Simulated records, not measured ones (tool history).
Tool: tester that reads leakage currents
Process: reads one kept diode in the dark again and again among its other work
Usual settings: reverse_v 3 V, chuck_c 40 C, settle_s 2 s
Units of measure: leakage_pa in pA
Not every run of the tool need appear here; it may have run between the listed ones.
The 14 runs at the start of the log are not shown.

| run | hour | reverse_v | chuck_c | settle_s | hours of work since the probe card was cleaned | hours of work since the tester was calibrated | hours of work since the chuck was calibrated | leakage_pa |
|---|---|---|---|---|---|---|---|---|
| 15 | 447.9 | 3 | 22 | 2 | 1667 | 730 | 489 | 47.19 |
| 16 | 496.3 | 3 | 40 | 2 | 1689 | 752 | 511 | 231.85 |
| 17 | 535.9 | 3.03 | 40 | 2 | 1707 | 770 | 528 | 232.02 |
| 18 | 560.6 | 3.03 | 40 | 2 | 1718 | 781 | 540 | 234.85 |
| 19 | 605.9 | 3.03 | 40 | 2 | 1738 | 801 | 560 | 231.51 |
| 20 | 648.7 | 3.03 | 40 | 2 | 1757 | 821 | 579 | 230.98 |
| 21 | 696.1 | 1.3 | 54 | 1.04 | 1779 | 842 | 601 | 498.54 |
| 22 | 728.6 | 7.57 | 38 | 1 | 1794 | 857 | 615 | 292.96 |
| 23 | 772.3 | 9.35 | 21 | 0.55 | 1813 | 876 | 635 | 77.26 |
| 24 | 817.1 | 16.68 | 31 | 7.03 | 1833 | 896 | 655 | 223.18 |
| 25 | 847.1 | 8.69 | 49 | 4.32 | 1847 | 910 | 669 | 757.21 |
| 26 | 891.3 | 3.22 | 53 | 0.42 | 1867 | 930 | 689 | 671.78 |
| 27 | 930.7 | 3.22 | 53 | 0.42 | 1885 | 948 | 706 | 670.41 |
| 28 | 956.8 | 3.22 | 53 | 0.42 | 1896 | 959 | 718 | 669.85 |
|  | 986.1 | chuck's temperature calibrated |
| 29 | 999.5 | 7.69 | 53 | 0.42 | 1915 | 978 | 6 | 1137.17 |
| 30 | 1029.8 | 1.9 | 40 | 2.85 | 1928 | 991 | 20 | 211.75 |
| 31 | 1052.3 | 1.66 | 51 | 2 | 1939 | 1002 | 30 | 489.78 |
| 32 | 1082.5 | 18.9 | 55 | 2.45 | 1952 | 1015 | 43 | 1945.83 |
| 33 | 1124.2 | 3 | 56 | 2 | 1971 | 1034 | 62 | 935.09 |
| 34 | 1147.3 | 3 | 56 | 2 | 1981 | 1044 | 73 | 931.28 |
| 35 | 1183.3 | 3 | 56 | 2 | 1998 | 1061 | 89 | 924.65 |
| 36 | 1214.9 | 3.52 | 40 | 0.32 | 2012 | 1075 | 103 | 276.49 |
| 37 | 1260.5 | 4.08 | 55 | 7.13 | 2032 | 1095 | 124 | 975.76 |
| 38 | 1284.1 | 3 | 46 | 0.87 | 2043 | 1106 | 134 | 414.91 |
| 39 | 1314.9 | 3 | 22 | 3.24 | 2057 | 1120 | 148 | 51.39 |

Each row is a separate what-if for the run after 39, all from the same tool condition, not one after another. Results?
| A | 1356.4 | 4.26 | 40 | 2.44 | 2076 | 1139 | 167 | ? |
| B | 1356.4 | 1.75 | 22 | 6.55 | 2076 | 1139 | 167 | ? |
| C | 1356.4 | 1.73 | 22 | 7.39 | 2076 | 1139 | 167 | ? |
| D | 1356.4 | 3 | 47 | 0.71 | 2076 | 1139 | 167 | ? |

| run | leakage_pa |
|---|---|
| A | 292.96 |
| B | 39.99 |
| C | 39.62 |
| D | 448.71 |
Stripped of hidden state, with their random variation kept, the same runs would have yielded:
| run | leakage_pa |
|---|---|
| A | 299.5 |
| B | 40.27 |
| C | 39.9 |
| D | 460.37 |

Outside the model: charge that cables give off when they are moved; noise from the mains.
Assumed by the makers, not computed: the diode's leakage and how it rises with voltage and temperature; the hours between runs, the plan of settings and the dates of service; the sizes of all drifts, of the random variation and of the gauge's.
